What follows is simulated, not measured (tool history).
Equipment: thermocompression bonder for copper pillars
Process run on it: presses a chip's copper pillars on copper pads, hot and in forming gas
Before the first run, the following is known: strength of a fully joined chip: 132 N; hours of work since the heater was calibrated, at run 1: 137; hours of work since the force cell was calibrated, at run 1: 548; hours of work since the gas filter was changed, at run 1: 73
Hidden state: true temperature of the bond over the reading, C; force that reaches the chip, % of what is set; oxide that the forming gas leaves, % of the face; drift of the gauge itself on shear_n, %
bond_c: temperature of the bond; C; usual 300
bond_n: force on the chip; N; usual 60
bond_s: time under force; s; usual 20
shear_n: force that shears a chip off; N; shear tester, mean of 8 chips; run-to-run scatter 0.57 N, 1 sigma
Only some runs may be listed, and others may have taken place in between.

run,hour,bond_c,bond_n,bond_s,hours of work since the heater was calibrated,hours of work since the force cell was calibrated,hours of work since the gas filter was changed,shear_n
1,0,300,60,20,137,548,73,61.3
2,42,272,60,20,168,580,105,42.6
3,81,272,60,20,197,608,134,42.8
4,101.9,272,60,20,212,624,149,43.3
5,138.4,312,60,20,239,651,176,71
6,165.1,312,60,20,259,671,196,69.7
7,191.8,312,60,20,279,691,216,70.6
8,215.1,312,60,20,296,708,233,68.7
# hour 242.6: forming gas filter changed
9,254.4,287,60,20,325,737,9,54.6
10,287.5,285,60,20,350,761,33,53.1
11,316.8,285,60,20,372,783,55,52.9
12,346.6,285,60,26,394,805,77,58
13,380.1,300,60,20,419,830,102,63.6
14,402.4,300,60,20,435,847,119,63.1
# hour 406.7: heater calibrated with a thermocouple chip
15,426.6,318,60,20,15,863,135,77.1
16,461.1,300,60,20,40,889,161,64.9
17,496.6,308,44,16,67,915,187,46.3
18,535.9,308,44,16,96,944,216,47.4
19,559.3,300,60,13,113,962,234,55.9
# hour 589.3: forming gas filter changed
20,609.6,300,75,42,150,999,15,99.6
21,649.7,318,52,30,180,1029,45,80.4
22,676.5,284,49,30,200,1049,65,51.5
# hour 696.8: heater calibrated with a thermocouple chip, once more
23,723,311,49,30,19,1082,98,63.8
24,765.7,311,49,30,51,1113,130,64.7
25,792.7,314,60,58,71,1133,150,95.3
26,820.8,314,60,58,92,1154,170,94
27,869.7,314,60,58,128,1191,207,93.6
28,896.2,300,36,20,148,1210,226,33.7
# hour 932.8: forming gas filter changed
29,933.8,301,38,34,176,1238,1,47
30,977.3,301,38,34,208,1270,33,46.7
31,1009.4,300,60,37,232,1294,57,76

Branching from run 31: 4 alternative next runs. What would each branch give?
A,1048.6,300,43,37,261,1323,86,?
B,1048.6,300,60,25,261,1323,86,?
C,1048.6,323,37,14,261,1323,86,?
D,1048.6,300,54,27,261,1323,86,?

run,shear_n
A,54.3
B,65.9
C,41.6
D,61.2
Stripped of hidden state, with their random variation kept, the same runs would have yielded:
run,shear_n
A,55.7
B,67.6
C,42.9
D,62.8
